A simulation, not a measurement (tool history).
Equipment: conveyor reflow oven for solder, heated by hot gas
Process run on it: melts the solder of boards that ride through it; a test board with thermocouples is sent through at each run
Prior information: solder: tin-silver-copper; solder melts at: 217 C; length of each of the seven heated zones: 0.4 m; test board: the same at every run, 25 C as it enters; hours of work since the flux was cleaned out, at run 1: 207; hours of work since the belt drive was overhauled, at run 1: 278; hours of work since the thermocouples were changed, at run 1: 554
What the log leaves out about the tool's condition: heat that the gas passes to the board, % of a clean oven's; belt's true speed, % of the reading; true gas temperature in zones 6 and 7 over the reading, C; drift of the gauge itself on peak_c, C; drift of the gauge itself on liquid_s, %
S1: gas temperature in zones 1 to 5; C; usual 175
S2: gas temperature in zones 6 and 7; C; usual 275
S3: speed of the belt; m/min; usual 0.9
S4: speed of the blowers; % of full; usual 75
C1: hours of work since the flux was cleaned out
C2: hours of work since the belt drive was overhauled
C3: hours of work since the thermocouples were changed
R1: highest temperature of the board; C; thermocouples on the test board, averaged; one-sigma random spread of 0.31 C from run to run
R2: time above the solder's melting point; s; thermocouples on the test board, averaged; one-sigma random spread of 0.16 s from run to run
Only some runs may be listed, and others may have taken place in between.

run 1 day=0 | S1=175 S2=275 S3=0.9 S4=75 | C1=207 C2=278 C3=554 | R1=258.6 R2=42.6
run 2 day=0.758 | S1=175 S2=275 S3=0.9 S4=75 | C1=220 C2=291 C3=566 | R1=258.4 R2=42.9
run 3 day=1.604 | S1=175 S2=275 S3=0.9 S4=75 | C1=234 C2=305 C3=581 | R1=257.9 R2=43.1
-- day=2.075 flux residue cleaned out of gas plates and filters
run 4 day=2.6 | S1=175 S2=275 S3=0.9 S4=75 | C1=9 C2=319 C3=594 | R1=257.7 R2=42.8
run 5 day=3.254 | S1=175 S2=275 S3=0.9 S4=75 | C1=20 C2=330 C3=605 | R1=257.2 R2=42.6
run 6 day=3.725 | S1=175 S2=275 S3=0.9 S4=75 | C1=28 C2=338 C3=613 | R1=257.5 R2=42.6
run 7 day=4.212 | S1=175 S2=275 S3=0.9 S4=67 | C1=36 C2=346 C3=621 | R1=255.9 R2=41.3
-- day=4.596 flux residue cleaned out of gas plates and filters, once more
run 8 day=5.242 | S1=175 S2=275 S3=1.037 S4=67 | C1=11 C2=360 C3=635 | R1=253.1 R2=34.3
run 9 day=6.075 | S1=175 S2=275 S3=1.037 S4=67 | C1=25 C2=374 C3=649 | R1=252.9 R2=34.5
run 10 day=6.788 | S1=175 S2=275 S3=1.037 S4=60 | C1=37 C2=386 C3=661 | R1=249.9 R2=32.8
run 11 day=7.712 | S1=175 S2=275 S3=1.037 S4=60 | C1=53 C2=402 C3=677 | R1=249.6 R2=32.7
run 12 day=8.104 | S1=175 S2=275 S3=1.037 S4=60 | C1=59 C2=408 C3=684 | R1=249.9 R2=32.8
-- day=8.533 thermocouples of zones 6 and 7 changed
run 13 day=8.825 | S1=175 S2=275 S3=1.037 S4=60 | C1=70 C2=419 C3=5 | R1=250.6 R2=32.7
run 14 day=9.492 | S1=175 S2=275 S3=0.9 S4=75 | C1=81 C2=430 C3=16 | R1=260 R2=44.2
run 15 day=10.217 | S1=161 S2=283 S3=0.9 S4=58 | C1=94 C2=443 C3=28 | R1=258.8 R2=39.6
run 16 day=10.762 | S1=184 S2=275 S3=0.9 S4=66 | C1=103 C2=452 C3=38 | R1=259.2 R2=45.7
run 17 day=11.379 | S1=175 S2=276 S3=0.9 S4=52 | C1=113 C2=462 C3=48 | R1=253.3 R2=39.8
run 18 day=12.296 | S1=173 S2=275 S3=0.9 S4=75 | C1=129 C2=478 C3=64 | R1=258.9 R2=43.3
run 19 day=13.062 | S1=184 S2=287 S3=0.965 S4=74 | C1=142 C2=491 C3=77 | R1=268.9 R2=46
run 20 day=13.492 | S1=165 S2=275 S3=0.954 S4=75 | C1=149 C2=498 C3=84 | R1=255.4 R2=37
run 21 day=14.362 | S1=175 S2=275 S3=1.063 S4=73 | C1=164 C2=513 C3=99 | R1=253.1 R2=33.5
run 22 day=15.062 | S1=161 S2=267 S3=0.889 S4=82 | C1=176 C2=525 C3=110 | R1=251.9 R2=37.9
run 23 day=15.767 | S1=161 S2=267 S3=0.889 S4=82 | C1=188 C2=537 C3=122 | R1=251.5 R2=37.8
run 24 day=16.692 | S1=161 S2=267 S3=0.889 S4=82 | C1=203 C2=552 C3=138 | R1=251.7 R2=37.6
run 25 day=17.133 | S1=161 S2=267 S3=0.889 S4=82 | C1=211 C2=560 C3=145 | R1=251.5 R2=37.8
run 26 day=17.662 | S1=161 S2=278 S3=0.889 S4=70 | C1=220 C2=569 C3=154 | R1=258 R2=40.1
run 27 day=18.388 | S1=189 S2=277 S3=0.9 S4=75 | C1=232 C2=581 C3=167 | R1=262.5 R2=48.9
-- day=19.075 flux residue cleaned out of gas plates and filters
run 28 day=19.417 | S1=189 S2=277 S3=0.9 S4=75 | C1=6 C2=595 C3=180 | R1=264.6 R2=49.6

5 ways to go on from here, each from the tool as it stands after run 28. What would each give?
run A day=20.012 | S1=189 S2=281 S3=0.881 S4=61 | C1=16 C2=605 C3=191 | R1=? R2=?
run B day=20.012 | S1=175 S2=285 S3=0.9 S4=82 | C1=16 C2=605 C3=191 | R1=? R2=?
run C day=20.012 | S1=170 S2=277 S3=0.886 S4=75 | C1=16 C2=605 C3=191 | R1=? R2=?
run D day=20.012 | S1=189 S2=287 S3=0.958 S4=75 | C1=16 C2=605 C3=191 | R1=? R2=?
run E day=20.012 | S1=172 S2=277 S3=0.9 S4=75 | C1=16 C2=605 C3=191 | R1=? R2=?

run=A R1=265 R2=50.4
run=B R1=271.3 R2=48.4
run=C R1=262.5 R2=44.3
run=D R1=271.9 R2=48.1
run=E R1=262.1 R2=44.6
Take away the tool's hidden state, keep each run's random variation, and the runs would have read:
run=A R1=265.1 R2=50
run=B R1=271.4 R2=48
run=C R1=262.5 R2=44
run=D R1=271.9 R2=47.7
run=E R1=262.1 R2=44.2

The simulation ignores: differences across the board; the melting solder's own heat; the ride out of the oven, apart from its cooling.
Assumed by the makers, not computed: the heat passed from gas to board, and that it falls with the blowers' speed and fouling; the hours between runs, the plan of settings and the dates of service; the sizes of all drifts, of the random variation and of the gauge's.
